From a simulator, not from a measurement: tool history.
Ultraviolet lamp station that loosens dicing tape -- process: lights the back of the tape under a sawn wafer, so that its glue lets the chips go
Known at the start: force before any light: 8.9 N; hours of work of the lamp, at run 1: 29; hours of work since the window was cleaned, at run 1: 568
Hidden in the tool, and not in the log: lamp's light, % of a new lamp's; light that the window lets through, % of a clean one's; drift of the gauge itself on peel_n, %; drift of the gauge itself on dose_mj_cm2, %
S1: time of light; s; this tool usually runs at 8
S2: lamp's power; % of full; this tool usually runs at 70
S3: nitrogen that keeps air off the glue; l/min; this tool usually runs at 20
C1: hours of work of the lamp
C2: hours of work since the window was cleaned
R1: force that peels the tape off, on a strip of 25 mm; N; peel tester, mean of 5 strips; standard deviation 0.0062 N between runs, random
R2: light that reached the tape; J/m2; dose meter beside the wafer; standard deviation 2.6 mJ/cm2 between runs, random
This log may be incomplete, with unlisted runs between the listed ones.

| run | day | S1 | S2 | S3 | C1 | C2 | R1 | R2 |
|---|---|---|---|---|---|---|---|---|
| 1 | 0.000 | 8 | 70 | 20 | 29 | 568 | 0.188 | 3390 |
| 2 | 0.775 | 8 | 70 | 20 | 39 | 579 | 0.176 | 3400 |
| 3 | 1.667 | 8 | 70 | 20 | 51 | 590 | 0.175 | 3380 |
| 4 | 2.538 | 8 | 70 | 20 | 62 | 602 | 0.187 | 3420 |
| 5 | 3.104 | 8 | 70 | 20 | 70 | 610 | 0.194 | 3420 |
| 6 | 4.004 | 8 | 70 | 20 | 82 | 622 | 0.197 | 3350 |
| 7 | 4.512 | 8 | 70 | 20 | 89 | 629 | 0.183 | 3370 |
| 8 | 5.333 | 8 | 70 | 20 | 100 | 640 | 0.190 | 3380 |
| 9 | 6.296 | 8 | 70 | 20 | 113 | 652 | 0.180 | 3380 |
| 10 | 6.775 | 8 | 70 | 20 | 119 | 659 | 0.184 | 3350 |
| 11 | 7.308 | 8 | 70 | 20 | 126 | 666 | 0.184 | 3380 |
|  | 7.500 | window cleaned of glue's vapour |
| 12 | 8.017 | 8 | 70 | 18 | 135 | 7 | 0.213 | 3400 |
| 13 | 8.729 | 8 | 70 | 18 | 145 | 16 | 0.204 | 3370 |
| 14 | 9.533 | 8 | 70 | 20 | 156 | 27 | 0.182 | 3390 |
| 15 | 10.025 | 7 | 70 | 20 | 162 | 34 | 0.269 | 2980 |
| 16 | 11.000 | 8 | 70 | 20 | 175 | 47 | 0.178 | 3370 |
| 17 | 11.867 | 8 | 70 | 20 | 187 | 58 | 0.175 | 3410 |
| 18 | 12.479 | 8 | 70 | 20 | 195 | 67 | 0.191 | 3400 |
| 19 | 12.917 | 8 | 70 | 20 | 201 | 72 | 0.193 | 3370 |
| 20 | 13.538 | 8 | 70 | 18 | 209 | 81 | 0.217 | 3360 |
| 21 | 13.971 | 8 | 70 | 18 | 215 | 86 | 0.221 | 3410 |
| 22 | 14.417 | 15 | 70 | 18 | 221 | 92 | 0.076 | 6370 |
| 23 | 15.133 | 15 | 70 | 18 | 230 | 102 | 0.075 | 6400 |
| 24 | 16.092 | 14 | 70 | 11 | 243 | 115 | 0.093 | 5970 |
| 25 | 16.533 | 8 | 97 | 11 | 249 | 121 | 0.146 | 4700 |
| 26 | 17.254 | 8 | 97 | 11 | 259 | 130 | 0.153 | 4690 |
| 27 | 17.929 | 8 | 97 | 11 | 268 | 139 | 0.163 | 4670 |
| 28 | 18.708 | 8 | 70 | 9 | 278 | 150 | 0.484 | 3410 |
| 29 | 19.150 | 8 | 70 | 9 | 284 | 156 | 0.500 | 3440 |
| 30 | 19.804 | 8 | 98 | 29 | 293 | 164 | 0.078 | 4770 |
| 31 | 20.221 | 5 | 95 | 20 | 298 | 170 | 0.297 | 2880 |
| 32 | 21.096 | 8 | 70 | 12 | 310 | 182 | 0.346 | 3420 |
| 33 | 21.538 | 8 | 70 | 12 | 316 | 188 | 0.344 | 3390 |
| 34 | 22.388 | 8 | 70 | 12 | 327 | 199 | 0.347 | 3390 |
| 35 | 23.188 | 9 | 82 | 9 | 338 | 210 | 0.228 | 4430 |
| 36 | 23.883 | 9 | 82 | 9 | 347 | 219 | 0.235 | 4500 |
| 37 | 24.404 | 5 | 61 | 20 | 354 | 226 | 0.879 | 1870 |
| 38 | 25.100 | 5 | 61 | 20 | 364 | 235 | 0.918 | 1840 |
| 39 | 25.558 | 11 | 70 | 14 | 370 | 241 | 0.112 | 4650 |
| 40 | 26.238 | 5 | 70 | 6 | 379 | 250 | 1.879 | 2130 |
| 41 | 26.704 | 5 | 70 | 6 | 385 | 257 | 1.846 | 2090 |
| 42 | 27.575 | 8 | 78 | 20 | 397 | 268 | 0.137 | 3780 |
| 43 | 28.546 | 8 | 78 | 20 | 410 | 281 | 0.137 | 3730 |

Here are 4 independent what-if runs from the current tool condition. What would each one return?
| A | 29.425 | 6 | 70 | 40 | 421 | 293 | ? | ? |
| B | 29.425 | 4 | 78 | 20 | 421 | 293 | ? | ? |
| C | 29.425 | 12 | 78 | 20 | 421 | 293 | ? | ? |
| D | 29.425 | 11 | 68 | 35 | 421 | 293 | ? | ? |

| run | R1 | R2 |
|---|---|---|
| A | 0.192 | 2510 |
| B | 0.861 | 1860 |
| C | 0.073 | 5610 |
| D | 0.072 | 4540 |
Take away the tool's hidden state, keep each run's random variation, and the runs would have read:
| run | R1 | R2 |
|---|---|---|
| A | 0.192 | 2510 |
| B | 0.859 | 1860 |
| C | 0.073 | 5620 |
| D | 0.072 | 4550 |

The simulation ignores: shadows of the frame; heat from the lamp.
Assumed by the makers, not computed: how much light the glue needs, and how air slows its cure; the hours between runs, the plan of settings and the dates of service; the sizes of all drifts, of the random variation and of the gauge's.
